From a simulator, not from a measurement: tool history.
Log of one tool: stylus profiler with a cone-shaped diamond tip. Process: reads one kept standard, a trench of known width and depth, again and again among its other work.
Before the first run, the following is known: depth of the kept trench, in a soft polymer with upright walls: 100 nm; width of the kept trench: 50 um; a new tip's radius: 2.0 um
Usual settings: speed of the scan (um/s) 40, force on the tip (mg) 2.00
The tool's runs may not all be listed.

| run | hour | speed of the scan (um/s) | force on the tip (mg) | depth of the trench (nm) | width of the trench's floor (µm) |
|---|---|---|---|---|---|
| 1 | 0.0 | 40 | 2.00 | 101.30 | 48.46 |
| 2 | 11.7 | 77 | 2.00 | 101.37 | 48.31 |
| 3 | 20.7 | 77 | 2.00 | 101.41 | 48.26 |
| 4 | 28.1 | 77 | 2.00 | 101.29 | 48.26 |
| 5 | 44.1 | 77 | 1.41 | 100.93 | 48.15 |
| 6 | 57.0 | 40 | 2.78 | 101.61 | 48.55 |
| 7 | 65.2 | 40 | 2.78 | 101.61 | 48.58 |
| 8 | 75.7 | 69 | 2.00 | 101.30 | 48.35 |
| 9 | 89.7 | 49 | 2.00 | 101.32 | 48.45 |
| 10 | 97.1 | 88 | 2.00 | 101.26 | 48.21 |
| 11 | 112.2 | 14 | 2.00 | 101.28 | 48.60 |
| 12 | 121.8 | 84 | 5.14 | 102.34 | 48.39 |
| 13 | 132.8 | 15 | 0.92 | 100.88 | 48.61 |
| 14 | 146.2 | 15 | 1.43 | 101.15 | 48.57 |
| 15 | 162.0 | 149 | 1.13 | 100.85 | 47.58 |
| 16 | 168.4 | 149 | 1.13 | 100.91 | 47.56 |
| 17 | 178.5 | 21 | 5.30 | 102.42 | 48.63 |
| 18 | 190.1 | 21 | 5.80 | 102.67 | 48.57 |
| 19 | 203.5 | 21 | 5.80 | 102.59 | 48.63 |
| 20 | 215.8 | 17 | 1.18 | 100.97 | 48.58 |

3 ways to go on from here, each from the tool as it stands after run 20. What would each give?
| A | 223.4 | 90 | 1.57 | ? | ? |
| B | 223.4 | 40 | 2.21 | ? | ? |
| C | 223.4 | 46 | 1.44 | ? | ? |

| run | depth of the trench (nm) | width of the trench's floor (µm) |
|---|---|---|
| A | 101.07 | 48.15 |
| B | 101.37 | 48.46 |
| C | 101.09 | 48.41 |
With the hidden condition removed and each run's random variation left untouched, the same runs would have given:
| run | depth of the trench (nm) | width of the trench's floor (µm) |
|---|---|---|
| A | 101.06 | 48.20 |
| B | 101.36 | 48.51 |
| C | 101.09 | 48.46 |
